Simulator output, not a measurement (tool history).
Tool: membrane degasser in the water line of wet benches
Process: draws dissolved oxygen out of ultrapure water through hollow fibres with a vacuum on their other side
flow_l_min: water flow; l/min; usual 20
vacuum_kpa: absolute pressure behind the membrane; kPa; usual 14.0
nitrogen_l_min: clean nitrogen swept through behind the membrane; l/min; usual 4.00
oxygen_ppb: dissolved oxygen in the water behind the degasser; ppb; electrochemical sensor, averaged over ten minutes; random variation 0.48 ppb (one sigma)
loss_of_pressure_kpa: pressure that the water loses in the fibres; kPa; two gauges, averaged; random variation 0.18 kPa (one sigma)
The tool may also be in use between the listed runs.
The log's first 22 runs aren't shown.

| run | day | flow_l_min | vacuum_kpa | nitrogen_l_min | hours since the membrane was changed | hours since the vacuum gauge was calibrated | hours since the vacuum lines were made tight | oxygen_ppb | loss_of_pressure_kpa |
|---|---|---|---|---|---|---|---|---|---|
| 23 | 185.375 | 12 | 8.6 | 6.84 | 7699 | 3688 | 7197 | 24.1 | 20.21 |
| 24 | 190.321 | 12 | 8.6 | 6.84 | 7818 | 3806 | 7315 | 24.2 | 20.58 |
| 25 | 198.733 | 21 | 14.0 | 9.51 | 8019 | 4008 | 7517 | 62.0 | 35.61 |
|  | 199.812 | vacuum gauge calibrated |
| 26 | 208.512 | 17 | 19.9 | 4.43 | 8254 | 209 | 7752 | 156.6 | 28.88 |
| 27 | 216.375 | 17 | 19.9 | 2.98 | 8442 | 398 | 7940 | 228.4 | 28.96 |
| 28 | 227.021 | 13 | 12.7 | 10.77 | 8698 | 653 | 8196 | 29.6 | 21.86 |
| 29 | 238.050 | 23 | 9.7 | 7.83 | 8963 | 918 | 8461 | 50.8 | 38.77 |
| 30 | 245.417 | 13 | 14.0 | 10.61 | 9139 | 1094 | 8637 | 33.7 | 21.86 |
| 31 | 251.921 | 14 | 14.0 | 2.34 | 9295 | 1251 | 8793 | 154.6 | 23.63 |
| 32 | 257.867 | 12 | 13.4 | 5.58 | 9438 | 1393 | 8936 | 54.6 | 20.29 |
| 33 | 265.542 | 12 | 22.1 | 5.58 | 9622 | 1577 | 9120 | 100.6 | 20.25 |

Forecast each of these 3 alternatives for the next run:
| A | 275.500 | 15 | 24.5 | 1.90 | 9861 | 1816 | 9359 | ? | ? |
| B | 275.500 | 12 | 9.0 | 5.58 | 9861 | 1816 | 9359 | ? | ? |
| C | 275.500 | 20 | 14.0 | 1.68 | 9861 | 1816 | 9359 | ? | ? |

| run | oxygen_ppb | loss_of_pressure_kpa |
|---|---|---|
| A | 387.3 | 25.01 |
| B | 31.4 | 20.27 |
| C | 293.1 | 33.32 |
Without the tool's hidden state the same runs would have given:
| run | oxygen_ppb | loss_of_pressure_kpa |
|---|---|---|
| A | 387.1 | 25.83 |
| B | 31.4 | 20.92 |
| C | 293.0 | 34.41 |

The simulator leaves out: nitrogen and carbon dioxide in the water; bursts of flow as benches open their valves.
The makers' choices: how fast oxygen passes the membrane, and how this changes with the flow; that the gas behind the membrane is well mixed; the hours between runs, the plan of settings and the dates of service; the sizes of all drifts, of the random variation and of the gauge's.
